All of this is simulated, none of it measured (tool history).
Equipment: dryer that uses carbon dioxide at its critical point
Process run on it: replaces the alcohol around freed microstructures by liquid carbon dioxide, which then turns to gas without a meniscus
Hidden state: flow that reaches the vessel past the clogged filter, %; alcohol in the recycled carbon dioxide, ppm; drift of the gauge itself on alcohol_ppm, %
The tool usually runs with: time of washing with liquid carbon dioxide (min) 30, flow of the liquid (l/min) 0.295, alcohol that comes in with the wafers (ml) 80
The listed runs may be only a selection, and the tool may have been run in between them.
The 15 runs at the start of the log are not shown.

run	hour	time of washing with liquid carbon dioxide (min)	flow of the liquid (l/min)	alcohol that comes in with the wafers (ml)	hours of work since the filter was changed	hours of work since the purifier's bed was changed	alcohol left in the vessel before it's heated (ppm by volume)
16	274.6	30	0.295	119	331	525	140
17	294.4	30	0.295	80	341	536	119
18	312.4	30	0.295	80	350	545	116
19	331.4	30	0.295	80	360	554	124
20	343.0	30	0.295	80	366	560	119
21	353.2	30	0.295	80	371	565	121
22	377.4	30	0.295	80	383	578	131
23	398.6	26	0.288	32	394	588	147
24	420.4	23	0.382	20	405	599	78
25	439.3	19	0.417	66	415	609	197
26	461.3	28	0.384	37	426	620	57
27	484.7	19	0.245	43	438	632	1281
28	503.4	19	0.269	43	447	641	915
29	528.0	19	0.269	43	460	654	913
30	542.4	30	0.325	81	467	661	111
31	566.4	45	0.273	49	479	673	56
32	590.4	45	0.273	49	491	685	70
33	602.2	21	0.313	31	497	691	279
34	616.5	32	0.327	79	504	699	85
35	630.5	33	0.327	27	512	706	70
36	654.5	30	0.295	34	524	718	108
37	668.4	30	0.320	97	531	725	140
38	692.2	30	0.498	70	543	737	68
39	715.5	39	0.284	45	555	749	71

Predict the results of run 40:
40	736.5	23	0.205	45	565	759	?

For run 40 the tool returned alcohol left in the vessel before it's heated (ppm by volume) 1500.
If the tool had no hidden condition, the same run with the same run-to-run variation would have returned alcohol left in the vessel before it's heated (ppm by volume) 681.
